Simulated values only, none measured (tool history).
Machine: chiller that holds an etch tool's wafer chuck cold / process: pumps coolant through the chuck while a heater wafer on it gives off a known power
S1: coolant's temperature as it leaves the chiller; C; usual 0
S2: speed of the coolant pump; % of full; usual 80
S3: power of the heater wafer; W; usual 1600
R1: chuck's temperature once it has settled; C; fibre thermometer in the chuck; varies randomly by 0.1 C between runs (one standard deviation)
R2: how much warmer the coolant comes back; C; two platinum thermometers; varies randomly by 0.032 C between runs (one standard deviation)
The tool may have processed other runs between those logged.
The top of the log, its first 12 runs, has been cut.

run 13 hour=353.1 | S1=0 S2=80 S3=1600 | R1=14.1 R2=3.52
run 14 hour=389.4 | S1=0 S2=80 S3=1600 | R1=13.9 R2=3.60
run 15 hour=421.4 | S1=0 S2=80 S3=1600 | R1=14.1 R2=3.57
run 16 hour=449.9 | S1=0 S2=80 S3=1600 | R1=14.1 R2=3.55
run 17 hour=471.7 | S1=0 S2=80 S3=1600 | R1=14.2 R2=3.62
run 18 hour=513.0 | S1=2 S2=80 S3=820 | R1=9.4 R2=1.86
run 19 hour=546.0 | S1=2 S2=80 S3=820 | R1=9.1 R2=1.88
run 20 hour=578.6 | S1=-5 S2=73 S3=1066 | R1=5.0 R2=2.65
run 21 hour=601.2 | S1=-5 S2=73 S3=1066 | R1=4.8 R2=2.63
run 22 hour=635.3 | S1=0 S2=67 S3=834 | R1=8.4 R2=2.26
-- hour=639.3 chiller's thermometer calibrated
run 23 hour=673.3 | S1=0 S2=80 S3=1002 | R1=8.6 R2=2.30
run 24 hour=714.0 | S1=2 S2=62 S3=1002 | R1=12.6 R2=2.98
run 25 hour=740.3 | S1=2 S2=62 S3=1002 | R1=12.5 R2=2.96
run 26 hour=761.9 | S1=4 S2=73 S3=1509 | R1=18.0 R2=3.76
run 27 hour=786.5 | S1=4 S2=73 S3=1509 | R1=18.1 R2=3.71
run 28 hour=807.8 | S1=-1 S2=73 S3=1509 | R1=13.3 R2=3.75
run 29 hour=833.2 | S1=6 S2=80 S3=868 | R1=13.6 R2=1.95
run 30 hour=868.2 | S1=6 S2=85 S3=868 | R1=13.3 R2=1.84
-- hour=877.5 chiller's thermometer calibrated, once more
run 31 hour=894.8 | S1=6 S2=61 S3=982 | R1=16.7 R2=2.99

Here are 5 independent what-if runs from the current tool condition. What would each one return?
run A hour=925.6 | S1=8 S2=61 S3=982 | R1=? R2=?
run B hour=925.6 | S1=9 S2=91 S3=903 | R1=? R2=?
run C hour=925.6 | S1=2 S2=71 S3=2162 | R1=? R2=?
run D hour=925.6 | S1=7 S2=64 S3=1166 | R1=? R2=?
run E hour=925.6 | S1=10 S2=80 S3=2185 | R1=? R2=?

run=A R1=18.7 R2=2.91
run=B R1=16.4 R2=1.78
run=C R1=22.9 R2=5.60
run=D R1=19.1 R2=3.33
run=E R1=29.7 R2=4.93
Without the tool's unlogged condition, the same runs would have read:
run=A R1=17.6 R2=2.84
run=B R1=15.6 R2=1.74
run=C R1=20.7 R2=5.46
run=D R1=17.8 R2=3.25
run=E R1=27.5 R2=4.81

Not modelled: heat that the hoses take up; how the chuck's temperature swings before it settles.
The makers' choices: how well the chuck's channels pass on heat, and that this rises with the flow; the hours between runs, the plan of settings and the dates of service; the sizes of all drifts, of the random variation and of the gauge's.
